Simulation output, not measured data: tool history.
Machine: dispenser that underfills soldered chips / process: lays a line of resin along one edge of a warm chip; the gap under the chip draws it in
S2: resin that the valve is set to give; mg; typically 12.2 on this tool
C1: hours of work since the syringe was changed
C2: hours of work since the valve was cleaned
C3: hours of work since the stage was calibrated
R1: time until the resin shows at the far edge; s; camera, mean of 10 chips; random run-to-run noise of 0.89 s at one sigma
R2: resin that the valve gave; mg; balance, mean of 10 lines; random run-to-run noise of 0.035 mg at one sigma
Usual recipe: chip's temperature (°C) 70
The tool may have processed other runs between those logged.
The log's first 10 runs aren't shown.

At day 3.800: stage's temperature calibrated.
At day 3.896: new syringe of resin.
Run 11, day 3.954: usual settings; C1 1; C2 14; C3 2. Result: R1 91.6 s, R2 12.08 mg.
At day 4.475: new syringe of resin.
Run 12, day 4.475: usual settings; C1 0; C2 21; C3 10. Result: R1 83.8 s, R2 11.98 mg.
Run 13, day 4.992: usual settings; C1 8; C2 29; C3 18. Result: R1 161.6 s, R2 11.96 mg.
At day 5.058: new syringe of resin.
Run 14, day 5.438: usual settings; C1 6; C2 36; C3 25. Result: R1 136.0 s, R2 11.90 mg.
At day 5.650: new syringe of resin.
Run 15, day 5.912: usual settings but chip's temperature (°C) 64; C1 4; C2 43; C3 32. Result: R1 160.0 s, R2 11.81 mg.
At day 6.233: new syringe of resin.
Run 16, day 6.483: usual settings but chip's temperature (°C) 60; C1 4; C2 51; C3 40. Result: R1 191.9 s, R2 11.74 mg.
At day 6.817: new syringe of resin.
Run 17, day 6.942: usual settings but chip's temperature (°C) 60; C1 2; C2 58; C3 47. Result: R1 159.1 s, R2 11.65 mg.
Run 18, day 7.279: usual settings but chip's temperature (°C) 56, S2 15.4 mg; C1 7; C2 63; C3 52. Result: R1 299.5 s, R2 14.65 mg.
At day 7.425: new syringe of resin.
Run 19, day 7.654: usual settings but chip's temperature (°C) 80, S2 15.5 mg; C1 3; C2 69; C3 58. Result: R1 67.4 s, R2 14.64 mg.
At day 8.021: new syringe of resin.
At day 8.062: dispensing valve cleaned and set on the balance.
Run 20, day 8.138: usual settings but chip's temperature (°C) 84, S2 11.1 mg; C1 1; C2 1; C3 64. Result: R1 46.6 s, R2 11.15 mg.
Run 21, day 8.442: usual settings but chip's temperature (°C) 62, S2 10.9 mg; C1 6; C2 6; C3 69. Result: R1 205.8 s, R2 10.88 mg.
At day 8.633: new syringe of resin.
Run 22, day 8.879: usual settings but chip's temperature (°C) 66, S2 13.7 mg; C1 4; C2 12; C3 75. Result: R1 132.9 s, R2 13.62 mg.
Run 23, day 9.138: usual settings but chip's temperature (°C) 62, S2 11.0 mg; C1 8; C2 16; C3 79. Result: R1 246.0 s, R2 10.84 mg.
At day 9.225: new syringe of resin.
Run 24, day 9.546: usual settings but chip's temperature (°C) 62, S2 11.0 mg; C1 5; C2 22; C3 85. Result: R1 192.1 s, R2 10.82 mg.
At day 9.825: new syringe of resin.
Run 25, day 9.888: usual settings but S2 12.0 mg; C1 1; C2 27; C3 90. Result: R1 90.0 s, R2 11.77 mg.

Predict the results of run 26:
At day 10.396: new syringe of resin.
Run 26, day 10.479: usual settings but S2 12.0 mg; C1 1; C2 36; C3 99. Result: R1 ?, R2 ?.

R1: 89.4 s
R2: 11.72 mg
Take away the tool's hidden state, keep the run-to-run variation as it was, and the same run would have given R1 83.5 s, R2 12.04 mg.
